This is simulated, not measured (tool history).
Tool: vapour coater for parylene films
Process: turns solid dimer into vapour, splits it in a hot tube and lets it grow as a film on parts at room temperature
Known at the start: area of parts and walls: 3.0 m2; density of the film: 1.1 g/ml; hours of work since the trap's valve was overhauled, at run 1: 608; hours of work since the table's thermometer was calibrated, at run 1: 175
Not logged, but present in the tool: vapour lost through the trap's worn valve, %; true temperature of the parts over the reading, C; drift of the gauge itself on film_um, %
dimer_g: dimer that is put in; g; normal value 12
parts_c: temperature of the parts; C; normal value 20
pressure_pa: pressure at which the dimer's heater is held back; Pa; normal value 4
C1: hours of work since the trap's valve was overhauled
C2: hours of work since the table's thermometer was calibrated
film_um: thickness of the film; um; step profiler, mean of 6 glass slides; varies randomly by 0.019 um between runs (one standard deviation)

Run 1, day 0: usual settings; C1 608; C2 175. Result: film_um 2.14 um.
Run 2, day 0.6: usual settings; C1 619; C2 185. Result: film_um 2.14 um.
Run 3, day 1.012: usual settings but parts_c 27 C; C1 626; C2 193. Result: film_um 1.9 um.
Run 4, day 1.562: usual settings but parts_c 27 C; C1 636; C2 202. Result: film_um 1.89 um.
Run 5, day 1.842: usual settings but parts_c 27 C; C1 641; C2 207. Result: film_um 1.89 um.
Run 6, day 2.392: usual settings but parts_c 13 C; C1 650; C2 217. Result: film_um 2.41 um.
Run 7, day 2.883: usual settings but dimer_g 15 g, parts_c 13 C; C1 659; C2 226. Result: film_um 3.04 um.
Run 8, day 3.304: usual settings but dimer_g 15 g, parts_c 13 C; C1 666; C2 233. Result: film_um 3.06 um.
Run 9, day 3.988: usual settings but pressure_pa 5.97 Pa; C1 678; C2 245. Result: film_um 2 um.
Run 10, day 4.508: usual settings but pressure_pa 5.97 Pa; C1 688; C2 254. Result: film_um 1.99 um.
At day 4.729: trap's valve overhauled.
Run 11, day 5.012: usual settings but pressure_pa 5.97 Pa; C1 5; C2 260. Result: film_um 1.94 um.
Run 12, day 5.358: usual settings but pressure_pa 5.97 Pa; C1 11; C2 266. Result: film_um 2 um.
Run 13, day 6.033: usual settings but pressure_pa 5.97 Pa; C1 23; C2 278. Result: film_um 2.01 um.
Run 14, day 6.612: usual settings but dimer_g 10 g; C1 33; C2 288. Result: film_um 1.81 um.
Run 15, day 7.138: usual settings but dimer_g 6 g, parts_c 15 C; C1 42; C2 298. Result: film_um 1.17 um.
Run 16, day 7.575: usual settings but dimer_g 6 g, parts_c 15 C; C1 50; C2 305. Result: film_um 1.16 um.
Run 17, day 7.921: usual settings but parts_c 16 C; C1 56; C2 311. Result: film_um 2.31 um.
Run 18, day 8.2: usual settings but parts_c 16 C; C1 61; C2 316. Result: film_um 2.3 um.
Run 19, day 8.542: usual settings but dimer_g 6 g, parts_c 27 C, pressure_pa 8.49 Pa; C1 67; C2 322. Result: film_um 0.83 um.

Run 20 comes next. What will it give?
Run 20, day 9.15: usual settings but dimer_g 6 g, parts_c 27 C, pressure_pa 8.49 Pa; C1 78; C2 333. Result: film_um ?.

{"run 20": {"film_um": 0.84}}
With no hidden state in the tool, this same run would have given film_um 0.84 um.
